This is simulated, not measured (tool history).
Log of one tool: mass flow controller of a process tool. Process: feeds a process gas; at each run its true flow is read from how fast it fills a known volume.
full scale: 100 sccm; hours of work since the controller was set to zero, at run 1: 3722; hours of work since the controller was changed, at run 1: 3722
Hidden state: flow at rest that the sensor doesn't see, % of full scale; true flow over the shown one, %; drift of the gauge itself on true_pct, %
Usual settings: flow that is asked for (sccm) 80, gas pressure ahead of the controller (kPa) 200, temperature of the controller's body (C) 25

run     hour  flow that is asked for (sccm)  gas pressure ahead of the controller (kPa)  temperature of the controller's body (C)  hours of work since the controller was set to zero  hours of work since the controller was changed  true flow (%)
  1      0.0                             80                                         200                                        25                                                3722                                            3722         100.53
  2    358.8                             80                                         200                                        25                                                3991                                            3991         100.69
  3    877.9                             80                                         155                                        25                                                4380                                            4380         100.55
  4   1407.1                             80                                         155                                        25                                                4776                                            4776         100.49
      1724.7  -- controller's zero set anew
  5   1954.8                             80                                         200                                        25                                                 172                                            5186         100.53
  6   2470.2                             80                                         200                                        25                                                 558                                            5572         100.80
  7   2977.9                             80                                         200                                        25                                                 938                                            5952         100.76
  8   3499.4                             80                                         200                                        25                                                1329                                            6342         100.82
  9   4058.0                             80                                         200                                        25                                                1747                                            6761         100.86
      4416.4  -- controller's zero set anew, once more
      4519.7  -- controller exchanged for a calibrated one
 10   4620.6                             80                                         250                                        25                                                  76                                              76         100.16
 11   5071.4                             80                                         144                                        25                                                 413                                             413          99.19
 12   5505.0                             80                                         274                                        25                                                 738                                             738         100.31
 13   6035.9                             80                                         274                                        25                                                1135                                            1135         100.42
 14   6514.1                             80                                         200                                        21                                                1494                                            1494         100.17
 15   6799.1                             80                                         200                                        21                                                1707                                            1707         100.22
 16   7182.8                             80                                         200                                        21                                                1994                                            1994         100.35
 17   7730.2                             80                                         200                                        21                                                2404                                            2404         100.28
 18   8238.6                             80                                         200                                        21                                                2785                                            2785         100.45
 19   8665.5                             80                                         150                                        25                                                3105                                            3105          99.77
 20   9046.8                             80                                         183                                        25                                                3390                                            3390         100.11
 21   9598.0                             80                                         200                                        34                                                3803                                            3803          99.34
 22   9930.6                             80                                         200                                        34                                                4052                                            4052          99.41
 23  10203.2                             80                                         200                                        34                                                4256                                            4256          99.33
 24  10646.1                             80                                         200                                        25                                                4588                                            4588         100.40
 25  11091.0                             80                                         262                                        23                                                4921                                            4921         101.15
     11198.5  -- controller's zero set anew
 26  11352.8                             19                                         200                                        25                                                 116                                            5117         100.54
 27  11845.6                             49                                         261                                        25                                                 485                                            5486         101.46
 28  12239.4                             49                                         256                                        32                                                 779                                            5780         100.92
 29  12660.5                             37                                         181                                        25                                                1095                                            6096         100.67
 30  13091.2                             12                                         153                                        25                                                1417                                            6418          98.36
 31  13396.4                             12                                         153                                        25                                                1646                                            6647          98.17
 32  13859.9                             11                                         200                                        25                                                1993                                            6994          97.88
     14020.0  -- controller exchanged for a calibrated one
 33  14232.6                             23                                         146                                        38                                                 159                                             159          96.67
 34  14526.1                             23                                         142                                        29                                                 379                                             379          97.43
 35  14828.1                             57                                         260                                        26                                                 605                                             605          99.36
 36  15118.4                             39                                         278                                        26                                                 823                                             823          99.19
 37  15352.6                             46                                         200                                        30                                                 998                                             998          98.31
 38  15722.2                             80                                         170                                        33                                                1275                                            1275          98.46
 39  16255.7                             33                                         200                                        20                                                1674                                            1674          98.86
 40  16796.4                             80                                         214                                        26                                                2079                                            2079          99.64
 41  17110.1                             80                                         200                                        23                                                2314                                            2314          99.87
 42  17485.5                             72                                         200                                        24                                                2595                                            2595          99.82
 43  17751.6                             72                                         200                                        24                                                2794                                            2794          99.74
 44  18224.3                             72                                         200                                        24                                                3148                                            3148          99.64
 45  18625.9                             72                                         200                                        24                                                3449                                            3449          99.83
 46  19067.2                             72                                         200                                        24                                                3780                                            3780          99.90
 47  19439.7                             22                                         272                                        38                                                4058                                            4058          95.96
 48  19879.7                             80                                         144                                        25                                                4388                                            4388          99.71

3 ways to go on from here, each from the tool as it stands after run 48. What would each give?
  A  20185.0                             80                                         144                                        36                                                4617                                            4617              ?
  B  20185.0                             71                                         212                                        26                                                4617                                            4617              ?
  C  20185.0                             28                                         218                                        35                                                4617                                            4617              ?

run  true flow (%)
  A          98.52
  B          99.79
  C          96.46
Without the tool's hidden state the same runs would have given:
run  true flow (%)
  A          98.17
  B          99.57
  C          98.07
